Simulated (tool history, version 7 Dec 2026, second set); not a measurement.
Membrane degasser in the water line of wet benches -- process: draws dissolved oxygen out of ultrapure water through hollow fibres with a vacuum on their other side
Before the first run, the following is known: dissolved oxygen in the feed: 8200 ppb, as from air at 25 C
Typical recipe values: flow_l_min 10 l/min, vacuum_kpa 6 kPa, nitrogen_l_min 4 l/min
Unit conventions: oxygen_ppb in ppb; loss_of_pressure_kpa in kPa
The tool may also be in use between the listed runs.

run	hour	flow_l_min	vacuum_kpa	nitrogen_l_min	oxygen_ppb	loss_of_pressure_kpa
1	0	10	6	4	338.4	29.4
2	84.3	10	6	4	334	29.78
3	161.3	10	6	4	341.9	29.36
4	238.7	10	6	4	343.1	29.55
5	347.3	10	6	7.35	334.7	29.78
6	408.6	10	6	7.35	332.3	29.69
7	519.9	11	6	7.35	429.2	32.76
8	619.6	10	6	4	347.3	29.48
9	690.7	10	6	4	338.2	30.03
10	771	9	6	4	256.4	26.84
11	876.1	11	6	4	437.9	32.69
12	945.4	11	6	4	435.3	32.78
13	1000	10	6	4	340.4	29.62
14	1050.3	10	6	4	340.8	29.43
15	1157.1	10	6	4	347	29.82
16	1213.2	10	6	4	338.2	29.79
17	1259.2	10	6	4	342	29.79
18	1307.7	10	6	4	347.2	29.72
19	1353	10	4.35	3.24	339.1	29.79
20	1443.1	10	4.35	3.24	337.9	29.74
21	1544.7	13	6	4	646	38.69
22	1633.2	13	6	4	636.3	39.07
23	1732.9	10	6	4	342.8	29.52
24	1842.9	14	7.03	1.6	806.1	41.52
25	1940.6	14	7.03	1.6	811.1	41.72
26	2027.7	14	7.03	1.6	806.7	41.89
27	2121.9	14	7.03	1.6	807.4	41.94
28	2174.3	10	9.33	2.64	381.4	29.9
29	2251.3	10	9.33	2.64	390.8	30.55
30	2296.8	9	5.52	1.99	273.1	26.95
31	2368.5	6	7.35	10.85	65.7	17.99
32	2459.3	14	12.52	5.11	791.9	42.2

Withheld: 3 entries from between the runs. Position of each, and hidden state at the listed run before versus the listed run after:
Run 8 -> run 9: vacuum gauge calibrated (hour 648.1)
  membrane still open, %: 99.5 -> 99.4; true pressure behind the membrane over the reading, kPa: 0.14 -> 0.16; air that leaks in behind the membrane, l/min: 0.0216 -> 0.0218
  difference, measured minus the result without the unlogged condition, oxygen_ppb: +7.6 -> +7.8 ppb; loss_of_pressure_kpa: +0.16 -> +0.17 kPa
Run 14 -> run 15: vacuum gauge calibrated, once more (hour 1058.8)
  true pressure behind the membrane over the reading, kPa: 0.18 -> -0.02; air that leaks in behind the membrane, l/min: 0.0226 -> 0.0228
  difference, measured minus the result without the unlogged condition, oxygen_ppb: +10 -> +9.6 ppb; loss_of_pressure_kpa: +0.23 -> +0.24 kPa
Run 31 -> run 32: seals of the vacuum lines changed (hour 2385.5)
  membrane still open, %: 98.6 -> 98.5; true pressure behind the membrane over the reading, kPa: 0.04 -> 0.05; air that leaks in behind the membrane, l/min: 0.0255 -> 0.003
  difference, measured minus the result without the unlogged condition, oxygen_ppb: +4.9 -> +26.4 ppb; loss_of_pressure_kpa: +0.26 -> +0.63 kPa
